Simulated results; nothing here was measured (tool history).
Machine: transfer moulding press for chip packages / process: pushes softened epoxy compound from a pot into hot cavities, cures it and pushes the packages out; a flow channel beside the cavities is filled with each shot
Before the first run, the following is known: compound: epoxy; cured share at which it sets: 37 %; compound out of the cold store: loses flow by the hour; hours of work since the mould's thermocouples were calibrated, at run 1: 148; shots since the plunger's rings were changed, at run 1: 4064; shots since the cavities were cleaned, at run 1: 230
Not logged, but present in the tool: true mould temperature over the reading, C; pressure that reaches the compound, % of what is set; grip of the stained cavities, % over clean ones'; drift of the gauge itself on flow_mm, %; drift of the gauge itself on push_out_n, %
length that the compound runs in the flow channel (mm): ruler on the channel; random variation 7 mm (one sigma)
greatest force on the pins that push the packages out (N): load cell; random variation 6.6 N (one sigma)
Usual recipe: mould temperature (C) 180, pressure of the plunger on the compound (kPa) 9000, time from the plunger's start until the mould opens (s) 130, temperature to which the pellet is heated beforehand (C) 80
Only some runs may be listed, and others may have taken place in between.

run   hour  mould temperature (C)  pressure of the plunger on the compound (kPa)  time from the plunger's start until the mould opens (s)  temperature to which the pellet is heated beforehand (C)  hours of work since the mould's thermocouples were calibrated  shots since the plunger's rings were changed  shots since the cavities were cleaned  incoming compound's hours out of the cold store  length that the compound runs in the flow channel (mm)  greatest force on the pins that push the packages out (N)
  1      0                    180                                           9000                                                      130                                                        80                                                            148                                          4064                                    230                                             11.5                                                     778                                                        390
  2   21.6                    186                                           9000                                                      130                                                        80                                                            158                                          4211                                    377                                             34.5                                                     700                                                        368
  3   42.3                    186                                           9000                                                      130                                                        80                                                            167                                          4351                                    517                                             30.8                                                     708                                                        407
  4   60.1                    186                                           9000                                                      130                                                        80                                                            175                                          4473                                    639                                              9.9                                                     750                                                        447
  5   73.9                    180                                           9000                                                      130                                                        80                                                            181                                          4566                                    732                                             37.8                                                     696                                                        491
  6   92.8                    180                                           9000                                                      130                                                        80                                                            189                                          4694                                    860                                             24.5                                                     745                                                        539
      97.7  -- cavities cleaned with cleaning compound and waxed
  7  114.6                    180                                           9000                                                      130                                                        80                                                            198                                          4833                                    115                                             40.4                                                     708                                                        308
  8    142                    180                                           9000                                                      130                                                        80                                                            210                                          5018                                    300                                             25.7                                                     728                                                        396
  9  167.5                    180                                           9000                                                      130                                                        80                                                            222                                          5192                                    474                                               16                                                     751                                                        438
 10  182.9                    176                                           9000                                                      130                                                        80                                                            229                                          5297                                    579                                             32.8                                                     722                                                        551
 11  204.4                    176                                           9000                                                      130                                                        80                                                            238                                          5443                                    725                                             10.1                                                     777                                                        615
     229.1  -- cavities cleaned with cleaning compound and waxed
 12    230                    176                                           9000                                                      130                                                        80                                                            249                                          5606                                      6                                             42.9                                                     708                                                        326
 13  245.6                    180                                           9000                                                      128                                                        80                                                            256                                          5712                                    112                                             12.8                                                     736                                                        325
 14  259.7                    180                                           9000                                                      130                                                        80                                                            262                                          5808                                    208                                             40.9                                                     675                                                        372
 15  284.5                    180                                           9000                                                      130                                                        80                                                            273                                          5977                                    377                                               35                                                     687                                                        393
 16    305                    180                                           9000                                                      130                                                        80                                                            282                                          6116                                    516                                             18.9                                                     722                                                        447
 17  322.8                    180                                           9000                                                      130                                                        80                                                            290                                          6236                                    636                                             43.8                                                     666                                                        465
 18  338.4                    180                                           9000                                                      130                                                        80                                                            297                                          6342                                    742                                             24.1                                                     708                                                        495
 19  356.4                    186                                           8400                                                      149                                                        82                                                            305                                          6465                                    865                                             17.4                                                     677                                                        442
     359.6  -- cavities cleaned with cleaning compound and waxed
 20  372.9                    187                                           8280                                                      130                                                        77                                                            311                                          6567                                     91                                             44.4                                                     619                                                        278
 21  397.2                    187                                           8280                                                      165                                                        83                                                            322                                          6732                                    256                                             28.6                                                     645                                                        312
 22  410.8                    187                                           8280                                                      165                                                        83                                                            328                                          6824                                    348                                               33                                                     637                                                        346
     438.5  -- plunger's sealing rings changed
 23  440.4                    187                                           8280                                                      165                                                        83                                                            340                                            13                                    532                                             28.5                                                     761                                                        388
 24  462.3                    172                                           9200                                                      168                                                        74                                                            350                                           162                                    681                                             44.3                                                     799                                                        510
 25  477.1                    172                                           9200                                                      168                                                        74                                                            357                                           263                                    782                                             34.3                                                     836                                                        534
     493.7  -- cavities cleaned with cleaning compound and waxed
 26  500.2                    172                                           9200                                                      168                                                        74                                                            366                                           409                                     44                                             28.4                                                     829                                                        301
 27  526.1                    180                                           8890                                                      153                                                        89                                                            378                                           585                                    220                                             30.6                                                     771                                                        328
 28  545.7                    186                                           9000                                                      130                                                        78                                                            386                                           718                                    353                                             13.6                                                     809                                                        372
 29  577.6                    180                                           9000                                                      130                                                        76                                                            400                                           935                                    570                                             14.4                                                     814                                                        495

Branching from run 29: 4 alternative next runs. What would each branch give?
  A  607.1                    181                                           7740                                                      146                                                        80                                                            414                                          1136                                    771                                               30                                                       ?                                                          ?
  B  607.1                    187                                           9000                                                      170                                                        74                                                            414                                          1136                                    771                                             37.7                                                       ?                                                          ?
  C  607.1                    180                                           9000                                                      130                                                        72                                                            414                                          1136                                    771                                             26.6                                                       ?                                                          ?
  D  607.1                    175                                           9000                                                      130                                                        70                                                            414                                          1136                                    771                                             17.2                                                       ?                                                          ?

run  length that the compound runs in the flow channel (mm)  greatest force on the pins that push the packages out (N)
  A                                                     718                                                        461
  B                                                     753                                                        436
  C                                                     785                                                        498
  D                                                     852                                                        673
With no hidden state in the tool, these same runs would have given:
run  length that the compound runs in the flow channel (mm)  greatest force on the pins that push the packages out (N)
  A                                                     738                                                        245
  B                                                     774                                                        232
  C                                                     806                                                        264
  D                                                     876                                                        369

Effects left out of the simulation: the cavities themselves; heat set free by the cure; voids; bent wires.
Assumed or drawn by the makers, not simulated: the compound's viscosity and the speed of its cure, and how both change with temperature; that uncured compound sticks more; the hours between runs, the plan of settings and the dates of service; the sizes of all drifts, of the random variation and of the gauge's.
